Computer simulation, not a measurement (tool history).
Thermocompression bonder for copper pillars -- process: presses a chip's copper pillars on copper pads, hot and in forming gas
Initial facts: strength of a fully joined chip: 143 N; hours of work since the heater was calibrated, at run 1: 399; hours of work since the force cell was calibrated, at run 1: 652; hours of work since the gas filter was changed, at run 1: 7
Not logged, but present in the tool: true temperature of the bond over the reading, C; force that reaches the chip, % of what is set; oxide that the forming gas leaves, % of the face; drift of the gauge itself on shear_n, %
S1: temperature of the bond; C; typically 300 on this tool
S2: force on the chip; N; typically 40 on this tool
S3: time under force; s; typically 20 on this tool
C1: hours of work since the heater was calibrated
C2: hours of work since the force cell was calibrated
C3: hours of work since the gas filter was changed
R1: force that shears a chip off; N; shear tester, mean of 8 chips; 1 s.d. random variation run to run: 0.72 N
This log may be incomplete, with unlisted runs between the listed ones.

run,day,S1,S2,S3,C1,C2,C3,R1
1,0.000,300,40,20,399,652,7,51.5
2,2.075,315,40,20,423,675,31,60.7
3,3.700,315,40,20,441,694,50,60.2
4,5.188,315,40,20,458,711,67,61.3
5,7.042,300,40,20,480,733,89,47.5
6,8.983,300,40,20,502,755,111,48.2
7,11.304,300,40,20,529,782,138,45.5
# day 13.183: forming gas filter changed
8,13.462,300,40,20,553,806,3,48.7
9,14.846,300,40,20,569,822,19,47.4
10,15.871,300,40,20,581,834,31,49.7
11,16.988,300,40,20,594,847,44,49.5
12,19.154,300,40,20,619,872,69,47.7
13,20.292,300,51,20,632,885,82,56.8
14,21.279,300,51,20,644,896,93,56.4
# day 21.546: force cell calibrated
15,23.350,326,40,35,667,21,116,80.3
# day 24.433: heater calibrated with a thermocouple chip
16,25.325,324,32,20,10,43,138,61.5
# day 27.171: forming gas filter changed
17,27.358,324,32,20,33,66,2,65.9
# day 27.579: force cell calibrated, once more
18,29.396,324,32,20,56,21,25,59.4
19,30.892,316,45,20,73,38,42,69.0
20,33.021,295,40,43,98,63,67,61.8
21,34.012,295,40,43,109,74,78,62.1
22,35.858,295,40,43,131,95,99,59.3
23,38.054,300,41,20,156,121,125,48.8
24,39.200,300,56,20,169,134,138,60.3
# day 41.004: forming gas filter changed
25,41.571,322,40,16,196,161,7,63.6
26,42.738,322,40,16,210,174,20,64.0

5 ways to go on from here, each from the tool as it stands after run 26. What would each give?
A,44.875,278,30,16,234,199,45,?
B,44.875,299,45,20,234,199,45,?
C,44.875,291,59,33,234,199,45,?
D,44.875,300,40,39,234,199,45,?
E,44.875,315,41,20,234,199,45,?

run,R1
A,25.5
B,54.4
C,70.9
D,64.2
E,62.9
The same runs, with their run-to-run variation unchanged, on a tool lacking any hidden condition would have given:
run,R1
A,26.7
B,56.6
C,73.8
D,66.8
E,65.4
